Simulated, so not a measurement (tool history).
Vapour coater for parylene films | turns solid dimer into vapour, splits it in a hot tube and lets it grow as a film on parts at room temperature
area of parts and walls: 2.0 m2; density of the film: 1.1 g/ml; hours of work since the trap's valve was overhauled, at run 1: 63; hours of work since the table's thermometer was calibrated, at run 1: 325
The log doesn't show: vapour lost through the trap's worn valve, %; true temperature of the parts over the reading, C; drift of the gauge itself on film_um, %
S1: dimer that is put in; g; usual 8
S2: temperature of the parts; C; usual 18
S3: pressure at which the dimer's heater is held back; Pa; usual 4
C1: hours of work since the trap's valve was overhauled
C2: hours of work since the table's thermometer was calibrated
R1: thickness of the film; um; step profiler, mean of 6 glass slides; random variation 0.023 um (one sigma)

Run 1, hour 0: usual settings; C1 63; C2 325. Result: R1 1.85 um.
Run 2, hour 10.7: usual settings; C1 68; C2 329. Result: R1 1.84 um.
Run 3, hour 24.4: usual settings; C1 74; C2 335. Result: R1 1.87 um.
Run 4, hour 37.6: usual settings; C1 79; C2 341. Result: R1 1.88 um.
Run 5, hour 53: usual settings but S2 12 C; C1 86; C2 348. Result: R1 2.3 um.
Run 6, hour 73.7: usual settings; C1 95; C2 356. Result: R1 1.85 um.
Run 7, hour 86.5: usual settings; C1 100; C2 362. Result: R1 1.86 um.
Run 8, hour 104: usual settings but S1 4 g; C1 108; C2 369. Result: R1 0.92 um.
Run 9, hour 113.7: usual settings but S1 4 g; C1 112; C2 374. Result: R1 0.9 um.
Run 10, hour 133.2: usual settings but S1 4 g; C1 120; C2 382. Result: R1 0.91 um.
Run 11, hour 150.9: usual settings but S1 4 g; C1 128; C2 390. Result: R1 0.92 um.
Run 12, hour 165.7: usual settings but S1 4 g; C1 134; C2 396. Result: R1 0.91 um.
Run 13, hour 181.7: usual settings; C1 141; C2 403. Result: R1 1.8 um.
Run 14, hour 191: usual settings but S2 12 C; C1 145; C2 407. Result: R1 2.27 um.
Run 15, hour 206.4: usual settings; C1 152; C2 413. Result: R1 1.81 um.
Run 16, hour 216.7: usual settings; C1 156; C2 418. Result: R1 1.83 um.
Run 17, hour 233.6: usual settings but S3 3.93 Pa; C1 163; C2 425. Result: R1 1.79 um.
Run 18, hour 245.7: usual settings but S3 3.93 Pa; C1 169; C2 430. Result: R1 1.76 um.
Run 19, hour 263.8: usual settings but S3 3.93 Pa; C1 176; C2 438. Result: R1 1.83 um.
Run 20, hour 278: usual settings but S3 3.93 Pa; C1 183; C2 444. Result: R1 1.79 um.
Run 21, hour 298.6: usual settings; C1 191; C2 453. Result: R1 1.81 um.
Run 22, hour 309.5: usual settings; C1 196; C2 458. Result: R1 1.77 um.
Run 23, hour 328.9: usual settings; C1 204; C2 466. Result: R1 1.8 um.
Run 24, hour 339.5: usual settings but S3 2.44 Pa; C1 209; C2 471. Result: R1 1.93 um.
Run 25, hour 353.4: usual settings but S3 2.44 Pa; C1 215; C2 477. Result: R1 1.91 um.
Run 26, hour 370.5: usual settings but S1 9 g, S2 11 C; C1 222; C2 484. Result: R1 2.63 um.
Run 27, hour 380.7: usual settings but S1 9 g, S2 11 C; C1 227; C2 488. Result: R1 2.56 um.
Run 28, hour 398.8: usual settings but S1 14 g; C1 234; C2 496. Result: R1 3.05 um.
Run 29, hour 419.5: usual settings but S1 14 g, S2 22 C, S3 7.08 Pa; C1 243; C2 505. Result: R1 2.45 um.
Run 30, hour 437.2: usual settings but S1 3 g, S2 17 C, S3 3.12 Pa; C1 251; C2 513. Result: R1 0.73 um.
Run 31, hour 449.2: usual settings but S1 10 g, S2 15 C, S3 6.83 Pa; C1 256; C2 518. Result: R1 2.27 um.
Run 32, hour 460.9: usual settings but S1 10 g, S2 15 C, S3 6.83 Pa; C1 261; C2 523. Result: R1 2.24 um.
Run 33, hour 470.3: usual settings but S1 7 g, S2 26 C, S3 3.35 Pa; C1 265; C2 527. Result: R1 1.16 um.
Run 34, hour 484.2: usual settings but S1 4 g, S2 14 C, S3 2.5 Pa; C1 271; C2 533. Result: R1 1.05 um.
Run 35, hour 501.5: usual settings but S1 4 g, S2 14 C, S3 2.5 Pa; C1 279; C2 540. Result: R1 1.09 um.
Run 36, hour 522.5: usual settings but S1 6 g, S3 3.21 Pa; C1 288; C2 549. Result: R1 1.39 um.
Run 37, hour 537.6: usual settings but S1 7 g, S2 25 C, S3 6.69 Pa; C1 294; C2 556. Result: R1 1.11 um.
Run 38, hour 560: usual settings but S1 7 g, S2 25 C, S3 6.69 Pa; C1 304; C2 565. Result: R1 1.07 um.
Run 39, hour 576.3: usual settings but S1 7 g, S2 25 C, S3 6.69 Pa; C1 311; C2 572. Result: R1 1.11 um.
Run 40, hour 596.8: usual settings but S1 6 g; C1 319; C2 581. Result: R1 1.29 um.
Run 41, hour 615: usual settings but S1 6 g; C1 327; C2 589. Result: R1 1.32 um.
At hour 629.5: trap's valve overhauled.
Run 42, hour 633.7: usual settings but S1 6 g, S2 21 C, S3 11.17 Pa; C1 2; C2 595. Result: R1 1.1 um.
Run 43, hour 651.6: usual settings but S1 6 g, S2 21 C, S3 11.17 Pa; C1 9; C2 603. Result: R1 1.02 um.
Run 44, hour 663.8: usual settings but S1 6 g, S2 21 C, S3 11.17 Pa; C1 15; C2 608. Result: R1 1.04 um.
Run 45, hour 673.1: usual settings but S1 6 g, S2 21 C, S3 11.17 Pa; C1 19; C2 612. Result: R1 1.09 um.
Run 46, hour 686.9: usual settings but S2 17 C, S3 2.25 Pa; C1 25; C2 618. Result: R1 2.12 um.
Run 47, hour 708: usual settings but S2 17 C, S3 2.25 Pa; C1 34; C2 627. Result: R1 2.09 um.

Some steps in R1 between neighbouring runs. How much of each would the tool show without its hidden state too (settings, what came in, random variation), and how much is left for the hidden state, with any gauge scatter that isn't in both results?
Run 29 -> 30: S1 14 -> 3, S2 22 -> 17, S3 7.08 -> 3.12. R1 -1.72 um: hidden state +0.09, all else -1.81.
Run 30 -> 31: S1 3 -> 10, S2 17 -> 15, S3 3.12 -> 6.83. R1 +1.54 um: hidden state -0.09, all else +1.63.
Run 32 -> 33: S1 10 -> 7, S2 15 -> 26, S3 6.83 -> 3.35. R1 -1.08 um: hidden state +0.08, all else -1.16.
Run 41 -> 42: S2 18 -> 21, S3 4 -> 11.17, trap's valve overhauled. R1 -0.22 um: hidden state +0.11, all else -0.33.

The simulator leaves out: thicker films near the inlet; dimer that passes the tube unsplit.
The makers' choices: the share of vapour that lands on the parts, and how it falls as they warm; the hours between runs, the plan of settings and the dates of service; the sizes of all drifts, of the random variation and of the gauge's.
